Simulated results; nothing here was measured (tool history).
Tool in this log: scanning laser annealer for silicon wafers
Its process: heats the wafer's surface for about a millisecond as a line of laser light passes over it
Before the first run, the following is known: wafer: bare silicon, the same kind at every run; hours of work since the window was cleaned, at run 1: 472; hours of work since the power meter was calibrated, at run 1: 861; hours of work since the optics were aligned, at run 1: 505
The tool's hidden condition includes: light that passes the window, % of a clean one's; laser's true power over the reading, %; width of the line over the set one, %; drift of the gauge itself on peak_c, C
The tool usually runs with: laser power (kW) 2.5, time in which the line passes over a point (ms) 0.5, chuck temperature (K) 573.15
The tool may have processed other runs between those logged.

run	hour	laser power (kW)	time in which the line passes over a point (ms)	chuck temperature (K)	hours of work since the window was cleaned	hours of work since the power meter was calibrated	hours of work since the optics were aligned	highest temperature of the surface (K)
1	0	2.5	0.5	573.15	472	861	505	1324.15
2	37	2.5	0.5	573.15	492	881	526	1325.15
3	97.3	2.5	0.5	612.15	526	915	559	1360.15
4	149.1	2.5	0.5	612.15	555	944	588	1357.15
# hour 156.1: window over the wafer cleaned
5	191.4	2.5	0.5	573.15	20	967	611	1364.15
6	218	2.306	0.5	573.15	35	981	626	1282.15
7	259.9	2.306	0.5	573.15	58	1005	649	1280.15
8	298.8	2.5	0.5	573.15	80	1027	671	1361.15
9	334.7	2.5	0.5	573.15	100	1047	691	1356.15
10	374.2	2.5	0.5	573.15	122	1069	713	1356.15
11	420.9	2.5	0.5	573.15	148	1095	739	1353.15
12	453.3	2.5	0.5	573.15	166	1113	757	1350.15
13	501.6	2.5	0.5	573.15	193	1140	784	1347.15
14	537	2.5	0.5	560.15	213	1160	804	1333.15
15	571.3	2.5	0.5	534.15	232	1179	823	1308.15
16	616.5	2.5	0.431	573.15	257	1204	848	1287.15
17	647	2.5	0.431	573.15	274	1221	865	1283.15
18	688.9	2.623	0.551	602.15	298	1244	889	1455.15
19	732.2	2.623	0.575	602.15	322	1269	913	1475.15
20	775	2.218	0.5	573.15	346	1293	937	1220.15
21	828	2.279	0.454	573.15	375	1322	966	1207.15
22	885.1	2.245	0.5	560.15	407	1354	998	1212.15
23	930.4	2.634	0.441	560.15	433	1379	1024	1318.15
24	987.1	2.444	0.5	577.15	464	1411	1055	1302.15
25	1024.3	2.444	0.5	577.15	485	1432	1076	1300.15
26	1058.3	2.644	0.5	598.15	504	1451	1095	1399.15
27	1093.5	2.644	0.5	598.15	524	1470	1115	1398.15
28	1126.2	2.644	0.5	598.15	542	1489	1133	1394.15
# hour 1156.8: window over the wafer cleaned
29	1158.3	2.644	0.5	598.15	1	1506	1150	1447.15

Forecast each of these 3 alternatives for the next run:
A	1185.2	2.644	0.5	539.15	16	1521	1165	?
B	1185.2	2.633	0.364	590.15	16	1521	1165	?
C	1185.2	2.467	0.5	573.15	16	1521	1165	?

run	highest temperature of the surface (K)
A	1389.15
B	1308.15
C	1346.15
Had the tool no hidden state, the same runs would have come out as:
run	highest temperature of the surface (K)
A	1399.15
B	1317.15
C	1355.15
